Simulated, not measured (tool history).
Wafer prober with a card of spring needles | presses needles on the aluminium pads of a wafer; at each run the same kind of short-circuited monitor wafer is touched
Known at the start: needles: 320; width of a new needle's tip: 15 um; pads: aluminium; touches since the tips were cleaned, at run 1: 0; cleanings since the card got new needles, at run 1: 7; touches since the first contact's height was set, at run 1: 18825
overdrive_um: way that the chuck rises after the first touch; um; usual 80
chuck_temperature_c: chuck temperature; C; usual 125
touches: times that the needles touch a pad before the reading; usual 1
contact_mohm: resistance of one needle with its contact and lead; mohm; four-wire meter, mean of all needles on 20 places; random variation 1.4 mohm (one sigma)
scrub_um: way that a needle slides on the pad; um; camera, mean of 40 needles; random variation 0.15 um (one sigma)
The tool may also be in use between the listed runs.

| run | day | overdrive_um | chuck_temperature_c | touches | touches since the tips were cleaned | cleanings since the card got new needles | touches since the first contact's height was set | contact_mohm | scrub_um |
|---|---|---|---|---|---|---|---|---|---|
| 1 | 0 | 80 | 125 | 1 | 0 | 7 | 18825 | 127 | 15.33 |
|  | 0.204 | tips cleaned on abrasive film |
|  | 0.371 | tips cleaned on abrasive film |
|  | 0.579 | tips cleaned on abrasive film |
|  | 0.783 | tips cleaned on abrasive film |
| 2 | 0.867 | 80 | 125 | 1 | 1127 | 11 | 30625 | 150 | 14.83 |
|  | 0.95 | tips cleaned on abrasive film |
|  | 1.158 | tips cleaned on abrasive film |
|  | 1.362 | tips cleaned on abrasive film |
|  | 1.529 | tips cleaned on abrasive film |
|  | 1.738 | tips cleaned on abrasive film |
|  | 1.942 | tips cleaned on abrasive film |
| 3 | 1.958 | 80 | 120 | 1 | 241 | 17 | 45481 | 127 | 14.9 |
|  | 2.125 | tips cleaned on abrasive film |
|  | 2.333 | tips cleaned on abrasive film |
|  | 2.538 | tips cleaned on abrasive film |
|  | 2.746 | tips cleaned on abrasive film |
|  | 2.95 | tips cleaned on abrasive film |
|  | 3.146 | tips cleaned on abrasive film |
| 4 | 3.146 | 80 | 125 | 1 | 0 | 23 | 61645 | 125 | 14.68 |
|  | 3.354 | tips cleaned on abrasive film |
|  | 3.558 | tips cleaned on abrasive film |
|  | 3.733 | tips cleaned on abrasive film |
| 5 | 3.733 | 80 | 125 | 1 | 0 | 26 | 69597 | 124 | 14.71 |
|  | 3.9 | tips cleaned on abrasive film |
|  | 4.104 | tips cleaned on abrasive film |
|  | 4.312 | tips cleaned on abrasive film |
|  | 4.517 | tips cleaned on abrasive film |
| 6 | 4.579 | 80 | 60 | 1 | 896 | 30 | 81171 | 143 | 14.58 |
|  | 4.708 | tips cleaned on abrasive film |
|  | 4.912 | tips cleaned on abrasive film |
|  | 5.121 | tips cleaned on abrasive film |
|  | 5.325 | tips cleaned on abrasive film |
| 7 | 5.467 | 80 | 60 | 1 | 1985 | 34 | 93270 | 161 | 14.47 |
|  | 5.512 | tips cleaned on abrasive film |
|  | 5.679 | tips cleaned on abrasive film |
|  | 5.883 | tips cleaned on abrasive film |
|  | 6.092 | tips cleaned on abrasive film |
|  | 6.296 | tips cleaned on abrasive film |
|  | 6.462 | tips cleaned on abrasive film |
|  | 6.642 | tips cleaned on abrasive film |
| 8 | 6.642 | 80 | 125 | 1 | 0 | 41 | 109179 | 122 | 14.55 |
|  | 6.85 | tips cleaned on abrasive film |
|  | 6.892 | tips cleaned on abrasive film, once more |
|  | 7.058 | tips cleaned on abrasive film |
|  | 7.267 | tips cleaned on abrasive film |
|  | 7.471 | tips cleaned on abrasive film |
| 9 | 7.512 | 80 | 125 | 1 | 589 | 46 | 121005 | 142 | 14.47 |
|  | 7.638 | tips cleaned on abrasive film |
|  | 7.846 | tips cleaned on abrasive film |
|  | 8.05 | tips cleaned on abrasive film |
|  | 8.258 | tips cleaned on abrasive film |
| 10 | 8.354 | 80 | 125 | 1 | 1371 | 50 | 132479 | 159 | 14.25 |
|  | 8.442 | tips cleaned on abrasive film |
|  | 8.608 | tips cleaned on abrasive film |
|  | 8.812 | tips cleaned on abrasive film |
|  | 9.021 | tips cleaned on abrasive film |
|  | 9.225 | tips cleaned on abrasive film |
|  | 9.396 | tips cleaned on abrasive film |
| 11 | 9.396 | 80 | 36 | 1 | 0 | 56 | 146590 | 115 | 14.05 |
|  | 9.6 | tips cleaned on abrasive film |
|  | 9.808 | tips cleaned on abrasive film |
|  | 10.012 | tips cleaned on abrasive film |
|  | 10.221 | tips cleaned on abrasive film |
|  | 10.388 | tips cleaned on abrasive film |
| 12 | 10.438 | 80 | 36 | 1 | 683 | 61 | 160755 | 134 | 14.21 |
|  | 10.562 | tips cleaned on abrasive film |
|  | 10.767 | tips cleaned on abrasive film |
|  | 10.975 | tips cleaned on abrasive film |
| 13 | 11.042 | 84 | 38 | 3 | 929 | 64 | 168989 | 121 | 14.99 |
|  | 11.167 | tips cleaned on abrasive film |
|  | 11.333 | tips cleaned on abrasive film |
|  | 11.538 | tips cleaned on abrasive film |
|  | 11.704 | tips cleaned on abrasive film |
| 14 | 11.833 | 90 | 37 | 1 | 1779 | 68 | 179757 | 158 | 16 |
|  | 11.875 | tips cleaned on abrasive film |
|  | 12.083 | tips cleaned on abrasive film |
|  | 12.288 | tips cleaned on abrasive film |
|  | 12.496 | tips cleaned on abrasive film |
|  | 12.662 | tips cleaned on abrasive film |
|  | 12.842 | tips cleaned on abrasive film |
| 15 | 12.842 | 80 | 82 | 1 | 0 | 74 | 193465 | 122 | 13.92 |
|  | 13.008 | tips cleaned on abrasive film |
|  | 13.217 | tips cleaned on abrasive film |
|  | 13.379 | tips cleaned on abrasive film |
|  | 13.588 | tips cleaned on abrasive film |
| 16 | 13.65 | 80 | 82 | 1 | 854 | 78 | 204433 | 145 | 13.89 |
|  | 13.775 | tips cleaned on abrasive film |
|  | 13.942 | tips cleaned on abrasive film |
|  | 14.146 | tips cleaned on abrasive film |
|  | 14.354 | tips cleaned on abrasive film |
|  | 14.558 | tips cleaned on abrasive film |
|  | 14.767 | tips cleaned on abrasive film |
| 17 | 14.825 | 65 | 29 | 1 | 858 | 84 | 220462 | 169 | 10.96 |
|  | 14.954 | tips cleaned on abrasive film |
|  | 15.158 | tips cleaned on abrasive film |
|  | 15.367 | tips cleaned on abrasive film |
|  | 15.529 | tips cleaned on abrasive film |
|  | 15.738 | tips cleaned on abrasive film |
| 18 | 15.858 | 92 | 89 | 3 | 1713 | 89 | 234535 | 129 | 16.02 |
|  | 15.904 | tips cleaned on abrasive film |
|  | 16.071 | tips cleaned on abrasive film |
|  | 16.275 | tips cleaned on abrasive film |
|  | 16.45 | height of the first contact set anew |
|  | 16.454 | tips cleaned on abrasive film |
| 19 | 16.454 | 80 | 28 | 1 | 0 | 93 | 10 | 111 | 15.21 |
|  | 16.658 | tips cleaned on abrasive film |
|  | 16.867 | tips cleaned on abrasive film |
| 20 | 16.988 | 80 | 28 | 1 | 1685 | 95 | 7286 | 157 | 15.17 |
|  | 17.071 | tips cleaned on abrasive film |
|  | 17.279 | tips cleaned on abrasive film |
|  | 17.446 | tips cleaned on abrasive film |
| 21 | 17.508 | 71 | 99 | 1 | 871 | 98 | 14337 | 155 | 13.27 |
|  | 17.633 | tips cleaned on abrasive film |
|  | 17.838 | tips cleaned on abrasive film |
|  | 18.046 | tips cleaned on abrasive film |
| 22 | 18.129 | 71 | 44 | 2 | 1156 | 101 | 22797 | 141 | 13.21 |
|  | 18.212 | tips cleaned on abrasive film |
|  | 18.421 | tips cleaned on abrasive film |
|  | 18.625 | tips cleaned on abrasive film |
|  | 18.833 | tips cleaned on abrasive film |
|  | 19.038 | tips cleaned on abrasive film |
| 23 | 19.125 | 80 | 41 | 2 | 1197 | 106 | 36364 | 137 | 15.13 |
|  | 19.208 | tips cleaned on abrasive film |
|  | 19.417 | tips cleaned on abrasive film |
|  | 19.621 | tips cleaned on abrasive film |
|  | 19.829 | tips cleaned on abrasive film |
| 24 | 19.867 | 80 | 68 | 1 | 542 | 110 | 46454 | 139 | 14.87 |

Forecast each of these 4 alternatives for the next run:
|  | 20.033 | tips cleaned on abrasive film |
|  | 20.238 | tips cleaned on abrasive film |
|  | 20.446 | tips cleaned on abrasive film |
| A | 20.554 | 80 | 125 | 1 | 1535 | 113 | 55854 | ? | ? |
|  | 20.033 | tips cleaned on abrasive film |
|  | 20.238 | tips cleaned on abrasive film |
|  | 20.446 | tips cleaned on abrasive film |
| B | 20.554 | 61 | 125 | 3 | 1535 | 113 | 55854 | ? | ? |
|  | 20.033 | tips cleaned on abrasive film |
|  | 20.238 | tips cleaned on abrasive film |
|  | 20.446 | tips cleaned on abrasive film |
| C | 20.554 | 94 | 62 | 3 | 1535 | 113 | 55854 | ? | ? |
|  | 20.033 | tips cleaned on abrasive film |
|  | 20.238 | tips cleaned on abrasive film |
|  | 20.446 | tips cleaned on abrasive film |
| D | 20.554 | 77 | 34 | 1 | 1535 | 113 | 55854 | ? | ? |

| run | contact_mohm | scrub_um |
|---|---|---|
| A | 163 | 14.69 |
| B | 149 | 11.09 |
| C | 125 | 17.57 |
| D | 160 | 14.3 |
Without the tool's hidden state the same runs would have given:
| run | contact_mohm | scrub_um |
|---|---|---|
| A | 121 | 15.04 |
| B | 124 | 11.44 |
| C | 113 | 17.91 |
| D | 109 | 14.65 |
